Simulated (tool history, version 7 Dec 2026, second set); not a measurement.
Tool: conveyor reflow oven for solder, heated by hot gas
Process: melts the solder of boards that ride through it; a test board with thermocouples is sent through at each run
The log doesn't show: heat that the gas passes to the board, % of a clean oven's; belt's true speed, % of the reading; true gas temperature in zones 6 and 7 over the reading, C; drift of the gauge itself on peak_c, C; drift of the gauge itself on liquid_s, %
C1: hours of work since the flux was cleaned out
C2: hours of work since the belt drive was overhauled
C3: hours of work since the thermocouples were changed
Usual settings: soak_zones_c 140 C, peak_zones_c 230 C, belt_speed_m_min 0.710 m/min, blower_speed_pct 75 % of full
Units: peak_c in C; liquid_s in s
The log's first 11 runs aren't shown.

{"run": 12, "hour": 623.3, "soak_zones_c": 140, "peak_zones_c": 230, "belt_speed_m_min": 0.71, "blower_speed_pct": 75, "C1": 224, "C2": 530, "C3": 443, "peak_c": 217.1, "liquid_s": 52.3}
{"run": 13, "hour": 655.5, "soak_zones_c": 153, "peak_zones_c": 230, "belt_speed_m_min": 0.71, "blower_speed_pct": 75, "C1": 247, "C2": 554, "C3": 467, "peak_c": 219.1, "liquid_s": 57.9}
{"run": 14, "hour": 713.4, "soak_zones_c": 140, "peak_zones_c": 234, "belt_speed_m_min": 0.71, "blower_speed_pct": 75, "C1": 290, "C2": 596, "C3": 510, "peak_c": 220.5, "liquid_s": 54.1}
{"run": 15, "hour": 779.8, "soak_zones_c": 140, "peak_zones_c": 234, "belt_speed_m_min": 0.825, "blower_speed_pct": 75, "C1": 340, "C2": 646, "C3": 559, "peak_c": 216.0, "liquid_s": 43.2}
{"run": 16, "hour": 824.5, "soak_zones_c": 140, "peak_zones_c": 234, "belt_speed_m_min": 0.825, "blower_speed_pct": 75, "C1": 373, "C2": 679, "C3": 592, "peak_c": 216.0, "liquid_s": 43.3}
{"hour": 833.4, "done": "thermocouples of zones 6 and 7 changed"}
{"hour": 847.0, "done": "flux residue cleaned out of gas plates and filters"}
{"run": 17, "hour": 899.9, "soak_zones_c": 138, "peak_zones_c": 234, "belt_speed_m_min": 0.825, "blower_speed_pct": 90, "C1": 39, "C2": 729, "C3": 46, "peak_c": 219.1, "liquid_s": 44.7}
{"run": 18, "hour": 963.3, "soak_zones_c": 140, "peak_zones_c": 230, "belt_speed_m_min": 0.71, "blower_speed_pct": 77, "C1": 86, "C2": 776, "C3": 93, "peak_c": 217.5, "liquid_s": 52.5}
{"run": 19, "hour": 1023.4, "soak_zones_c": 140, "peak_zones_c": 230, "belt_speed_m_min": 0.71, "blower_speed_pct": 77, "C1": 131, "C2": 821, "C3": 137, "peak_c": 217.6, "liquid_s": 52.3}
{"run": 20, "hour": 1064.2, "soak_zones_c": 140, "peak_zones_c": 230, "belt_speed_m_min": 0.679, "blower_speed_pct": 62, "C1": 161, "C2": 851, "C3": 167, "peak_c": 215.6, "liquid_s": 53.0}
{"run": 21, "hour": 1133.9, "soak_zones_c": 140, "peak_zones_c": 230, "belt_speed_m_min": 0.679, "blower_speed_pct": 62, "C1": 212, "C2": 903, "C3": 219, "peak_c": 215.8, "liquid_s": 53.0}
{"run": 22, "hour": 1207.0, "soak_zones_c": 139, "peak_zones_c": 230, "belt_speed_m_min": 0.679, "blower_speed_pct": 56, "C1": 267, "C2": 957, "C3": 273, "peak_c": 214.0, "liquid_s": 51.1}
{"run": 23, "hour": 1261.8, "soak_zones_c": 140, "peak_zones_c": 243, "belt_speed_m_min": 0.717, "blower_speed_pct": 58, "C1": 307, "C2": 997, "C3": 314, "peak_c": 224.3, "liquid_s": 55.1}
{"run": 24, "hour": 1294.7, "soak_zones_c": 145, "peak_zones_c": 243, "belt_speed_m_min": 0.717, "blower_speed_pct": 58, "C1": 332, "C2": 1022, "C3": 338, "peak_c": 225.1, "liquid_s": 57.3}
{"run": 25, "hour": 1356.0, "soak_zones_c": 140, "peak_zones_c": 230, "belt_speed_m_min": 0.682, "blower_speed_pct": 50, "C1": 377, "C2": 1067, "C3": 383, "peak_c": 212.4, "liquid_s": 49.4}
{"hour": 1374.8, "done": "flux residue cleaned out of gas plates and filters"}
{"run": 26, "hour": 1396.9, "soak_zones_c": 140, "peak_zones_c": 221, "belt_speed_m_min": 0.833, "blower_speed_pct": 75, "C1": 16, "C2": 1094, "C3": 410, "peak_c": 205.1, "liquid_s": 34.7}
{"run": 27, "hour": 1446.8, "soak_zones_c": 140, "peak_zones_c": 230, "belt_speed_m_min": 0.593, "blower_speed_pct": 72, "C1": 53, "C2": 1131, "C3": 447, "peak_c": 221.0, "liquid_s": 66.0}
{"run": 28, "hour": 1480.3, "soak_zones_c": 149, "peak_zones_c": 240, "belt_speed_m_min": 0.637, "blower_speed_pct": 72, "C1": 78, "C2": 1156, "C3": 472, "peak_c": 230.0, "liquid_s": 68.8}
{"run": 29, "hour": 1546.7, "soak_zones_c": 149, "peak_zones_c": 240, "belt_speed_m_min": 0.637, "blower_speed_pct": 72, "C1": 127, "C2": 1205, "C3": 521, "peak_c": 229.6, "liquid_s": 68.8}
{"run": 30, "hour": 1614.6, "soak_zones_c": 153, "peak_zones_c": 240, "belt_speed_m_min": 0.637, "blower_speed_pct": 72, "C1": 178, "C2": 1255, "C3": 571, "peak_c": 230.3, "liquid_s": 70.7}

Forecast each of these 3 alternatives for the next run:
{"hour": 1651.1, "done": "thermocouples of zones 6 and 7 changed"}
{"run": "A", "hour": 1681.7, "soak_zones_c": 144, "peak_zones_c": 241, "belt_speed_m_min": 0.708, "blower_speed_pct": 72, "C1": 226, "C2": 1303, "C3": 23, "peak_c": "?", "liquid_s": "?"}
{"hour": 1651.1, "done": "thermocouples of zones 6 and 7 changed"}
{"run": "B", "hour": 1681.7, "soak_zones_c": 140, "peak_zones_c": 240, "belt_speed_m_min": 0.621, "blower_speed_pct": 72, "C1": 226, "C2": 1303, "C3": 23, "peak_c": "?", "liquid_s": "?"}
{"hour": 1651.1, "done": "thermocouples of zones 6 and 7 changed"}
{"run": "C", "hour": 1681.7, "soak_zones_c": 142, "peak_zones_c": 223, "belt_speed_m_min": 0.71, "blower_speed_pct": 75, "C1": 226, "C2": 1303, "C3": 23, "peak_c": "?", "liquid_s": "?"}

run=A peak_c=226.8 liquid_s=59.0
run=B peak_c=229.3 liquid_s=67.5
run=C peak_c=211.4 liquid_s=48.5
Without the tool's hidden state the same runs would have given:
run=A peak_c=226.8 liquid_s=59.0
run=B peak_c=229.3 liquid_s=67.5
run=C peak_c=211.4 liquid_s=48.5
